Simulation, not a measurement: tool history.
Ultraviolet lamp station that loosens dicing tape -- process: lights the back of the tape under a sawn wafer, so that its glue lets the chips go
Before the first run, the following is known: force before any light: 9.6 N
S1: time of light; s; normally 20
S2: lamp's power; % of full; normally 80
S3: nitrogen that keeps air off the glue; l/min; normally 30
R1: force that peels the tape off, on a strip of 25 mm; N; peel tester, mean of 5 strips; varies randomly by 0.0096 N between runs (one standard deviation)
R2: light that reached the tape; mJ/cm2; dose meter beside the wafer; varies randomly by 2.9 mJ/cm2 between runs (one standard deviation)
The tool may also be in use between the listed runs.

run	hour	S1	S2	S3	R1	R2
1	0.0	20	80	30	1.025	271
2	58.7	31	80	30	0.431	399
3	94.6	31	80	30	0.474	393
4	152.5	10	80	30	3.482	120
5	214.6	10	80	30	3.680	111
6	289.6	20	80	30	1.685	213
# hour 303.6: window cleaned of glue's vapour
7	328.0	20	80	30	1.259	250
# hour 381.3: lamp changed
8	383.3	26	100	28	0.197	628
9	462.0	11	97	19	1.760	247
10	518.3	14	95	25	1.052	298
11	577.5	20	90	30	0.488	381
# hour 642.3: window cleaned of glue's vapour
12	656.3	21	83	14	0.861	412
13	729.6	15	62	15	2.608	212
14	790.3	15	62	15	2.762	205

Branching from run 14: 5 alternative next runs. What would each branch give?
A	867.8	31	82	15	?	?
B	867.8	26	80	12	?	?
C	867.8	20	80	13	?	?
D	867.8	20	73	30	?	?
E	867.8	13	88	41	?	?

run	R1	R2
A	0.484	534
B	0.950	432
C	1.446	330
D	0.836	302
E	1.097	231
Without the tool's unlogged condition, the same runs would have read:
run	R1	R2
A	0.289	675
B	0.566	546
C	0.914	418
D	0.492	382
E	0.665	293
